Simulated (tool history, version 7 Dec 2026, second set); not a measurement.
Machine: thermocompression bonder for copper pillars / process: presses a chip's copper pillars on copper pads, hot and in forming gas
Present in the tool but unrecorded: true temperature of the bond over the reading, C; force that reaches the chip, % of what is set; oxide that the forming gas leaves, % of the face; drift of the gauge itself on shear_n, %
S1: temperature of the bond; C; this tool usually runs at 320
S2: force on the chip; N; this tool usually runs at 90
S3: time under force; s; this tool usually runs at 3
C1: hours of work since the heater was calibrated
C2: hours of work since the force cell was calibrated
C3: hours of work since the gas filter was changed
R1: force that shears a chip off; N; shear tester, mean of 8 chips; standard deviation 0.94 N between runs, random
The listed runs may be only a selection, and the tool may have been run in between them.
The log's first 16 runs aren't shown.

Run 17, hour 516.5: usual settings; C1 573; C2 499; C3 94. Result: R1 68.4 N.
Run 18, hour 539.9: usual settings; C1 586; C2 513; C3 108. Result: R1 69.9 N.
Run 19, hour 566.4: usual settings but S1 301 C; C1 602; C2 529; C3 124. Result: R1 54.3 N.
At hour 610.1: heater calibrated with a thermocouple chip.
Run 20, hour 611.3: usual settings but S1 301 C; C1 1; C2 554; C3 149. Result: R1 56.2 N.
Run 21, hour 640.3: usual settings but S1 293 C, S2 130 N; C1 18; C2 571; C3 166. Result: R1 75.7 N.
Run 22, hour 686.8: usual settings but S1 293 C, S2 130 N; C1 46; C2 599; C3 194. Result: R1 74.6 N.
Run 23, hour 722.8: usual settings but S1 293 C, S2 130 N; C1 67; C2 620; C3 215. Result: R1 73.7 N.
Run 24, hour 742.9: usual settings but S1 335 C, S2 57 N; C1 79; C2 632; C3 227. Result: R1 48.9 N.
At hour 763.7: forming gas filter changed.
Run 25, hour 769.1: usual settings but S1 335 C, S2 57 N; C1 94; C2 647; C3 3. Result: R1 53.4 N.
Run 26, hour 796.9: usual settings but S1 302 C, S2 79 N, S3 5 s; C1 110; C2 664; C3 20. Result: R1 64.1 N.
Run 27, hour 841.8: usual settings but S1 302 C, S2 79 N, S3 5 s; C1 137; C2 690; C3 46. Result: R1 62.9 N.
Run 28, hour 875.5: usual settings but S1 342 C; C1 157; C2 710; C3 66. Result: R1 88.6 N.
Run 29, hour 908.6: usual settings but S1 338 C, S2 104 N; C1 177; C2 730; C3 86. Result: R1 97.4 N.
Run 30, hour 957.6: usual settings but S1 328 C, S2 127 N; C1 206; C2 759; C3 115. Result: R1 104.4 N.
Run 31, hour 1000.3: usual settings but S1 328 C, S2 127 N; C1 231; C2 784; C3 140. Result: R1 100.5 N.
Run 32, hour 1033.5: usual settings but S1 328 C, S2 127 N; C1 251; C2 804; C3 160. Result: R1 101 N.
Run 33, hour 1078.9: usual settings but S1 309 C, S2 56 N; C1 278; C2 831; C3 187. Result: R1 34 N.
Run 34, hour 1108.2: usual settings but S1 309 C, S2 56 N; C1 295; C2 848; C3 204. Result: R1 33.5 N.
Run 35, hour 1152.3: usual settings but S1 303 C, S2 56 N, S3 2 s; C1 321; C2 875; C3 231. Result: R1 25.6 N.
At hour 1168.2: forming gas filter changed.
Run 36, hour 1176.7: usual settings but S1 303 C, S2 56 N, S3 2 s; C1 335; C2 889; C3 5. Result: R1 28.2 N.
Run 37, hour 1207.3: usual settings but S1 325 C, S2 64 N, S3 2 s; C1 354; C2 907; C3 23. Result: R1 43.7 N.
Run 38, hour 1239.3: usual settings but S1 325 C, S2 64 N; C1 373; C2 926; C3 42. Result: R1 52.7 N.
Run 39, hour 1278.9: usual settings but S1 317 C, S2 106 N; C1 396; C2 949; C3 66. Result: R1 80.4 N.

Consider 4 possible next runs. They are alternatives, not a sequence: every one starts from the tool as it was left by run 39. What does each give?
Run A, hour 1302.5: usual settings but S1 339 C; C1 410; C2 963; C3 80. Result: R1 ?.
Run B, hour 1302.5: usual settings but S1 313 C, S2 74 N; C1 410; C2 963; C3 80. Result: R1 ?.
Run C, hour 1302.5: usual settings but S1 324 C; C1 410; C2 963; C3 80. Result: R1 ?.
Run D, hour 1302.5: usual settings but S1 299 C, S2 58 N, S3 2 s; C1 410; C2 963; C3 80. Result: R1 ?.

run    R1
  A  84.7
  B  50.9
  C  73.3
  D  26.1
Without the tool's hidden state the same runs would have given:
run    R1
  A  95.7
  B  59.2
  C  83.7
  D  30.9

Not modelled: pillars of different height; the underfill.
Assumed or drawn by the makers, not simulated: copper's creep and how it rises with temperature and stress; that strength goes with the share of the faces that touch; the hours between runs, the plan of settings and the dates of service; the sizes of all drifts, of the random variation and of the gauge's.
